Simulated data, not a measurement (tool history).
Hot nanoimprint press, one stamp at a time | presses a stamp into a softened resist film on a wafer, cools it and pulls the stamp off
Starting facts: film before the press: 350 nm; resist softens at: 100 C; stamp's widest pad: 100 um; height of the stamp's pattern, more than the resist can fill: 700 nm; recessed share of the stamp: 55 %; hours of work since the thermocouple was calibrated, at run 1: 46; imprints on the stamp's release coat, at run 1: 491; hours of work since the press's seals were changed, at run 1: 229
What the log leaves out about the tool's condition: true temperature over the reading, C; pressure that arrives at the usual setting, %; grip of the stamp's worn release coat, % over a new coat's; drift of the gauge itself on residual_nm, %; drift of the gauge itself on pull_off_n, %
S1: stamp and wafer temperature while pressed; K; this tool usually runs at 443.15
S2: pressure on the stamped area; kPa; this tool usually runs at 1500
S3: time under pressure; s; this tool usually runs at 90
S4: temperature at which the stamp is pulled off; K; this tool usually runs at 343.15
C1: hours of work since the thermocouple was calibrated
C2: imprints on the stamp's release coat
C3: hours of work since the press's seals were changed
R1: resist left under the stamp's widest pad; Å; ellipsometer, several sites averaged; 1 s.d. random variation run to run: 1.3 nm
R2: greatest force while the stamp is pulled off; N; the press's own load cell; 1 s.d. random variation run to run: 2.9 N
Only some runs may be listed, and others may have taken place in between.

run	hour	S1	S2	S3	S4	C1	C2	C3	R1	R2
1	0	443.15	1500	90	343.15	46	491	229	2070	165
2	10.2	443.15	1930	90	343.15	54	518	236	1870	164
3	20.7	443.15	1930	90	343.15	62	545	244	1866	163
4	31.9	443.15	1930	90	343.15	70	574	253	1879	172
5	37.2	443.15	1500	90	343.15	74	587	257	2076	171
6	45.2	443.15	1500	90	343.15	80	608	263	2099	169
# hour 55.1: stamp cleaned and given a new release coat
7	58.5	443.15	1500	52	343.15	86	9	268	2421	140
8	68.5	450.15	1500	90	343.15	93	34	276	1647	135
# hour 72.5: plate thermocouple calibrated
9	79.9	443.15	1500	90	339.15	6	56	282	2106	146
10	87.9	443.15	1500	90	343.15	12	77	288	2105	143
11	96	442.15	1500	90	343.15	18	97	294	2151	140
12	108	442.15	1500	90	343.15	27	128	303	2153	141
13	114.9	442.15	1500	90	343.15	32	146	308	2151	146
14	123.2	442.15	1500	90	343.15	38	168	315	2153	144
15	131	443.15	1500	90	343.15	44	188	320	2107	147
16	137.5	443.15	1500	90	343.15	49	204	325	2093	149
17	142.7	443.15	1500	90	343.15	53	218	329	2113	148
# hour 149.8: plate thermocouple calibrated, once more
18	156.1	443.15	1500	98	339.15	5	245	337	2043	156
19	162.4	443.15	920	134	343.15	9	261	342	2251	147
20	174.1	443.15	920	134	343.15	18	291	351	2232	151
21	184.7	453.15	920	134	343.15	26	319	359	1639	159
22	190.5	453.15	920	134	340.15	31	333	363	1654	159
23	203.2	443.15	1630	90	328.15	40	366	373	2010	175
24	208.6	443.15	1630	90	328.15	44	380	377	2027	170
25	215.9	453.15	1200	90	339.15	50	399	382	1662	160
26	224.9	453.15	1200	90	339.15	56	422	389	1673	173
27	232.7	453.15	1200	90	339.15	62	442	395	1657	163
28	240.8	436.15	1200	46	335.15	68	463	401	3027	178
29	246.5	436.15	1200	46	335.15	73	478	405	3033	178

Alternative continuations, all from the tool just after run 29; predict every row:
A	256	443.15	1710	101	334.15	80	502	412	?	?
B	256	451.15	1870	90	343.15	80	502	412	?	?
C	256	443.15	1280	90	343.15	80	502	412	?	?
D	256	436.15	1500	72	343.15	80	502	412	?	?
E	256	436.15	2220	46	349.15	80	502	412	?	?

run	R1	R2
A	1906	178
B	1457	166
C	2227	165
D	2684	172
E	2662	164
With the hidden condition removed and each run's random variation left untouched, the same runs would have given:
run	R1	R2
A	1865	145
B	1422	135
C	2190	134
D	2648	139
E	2619	133
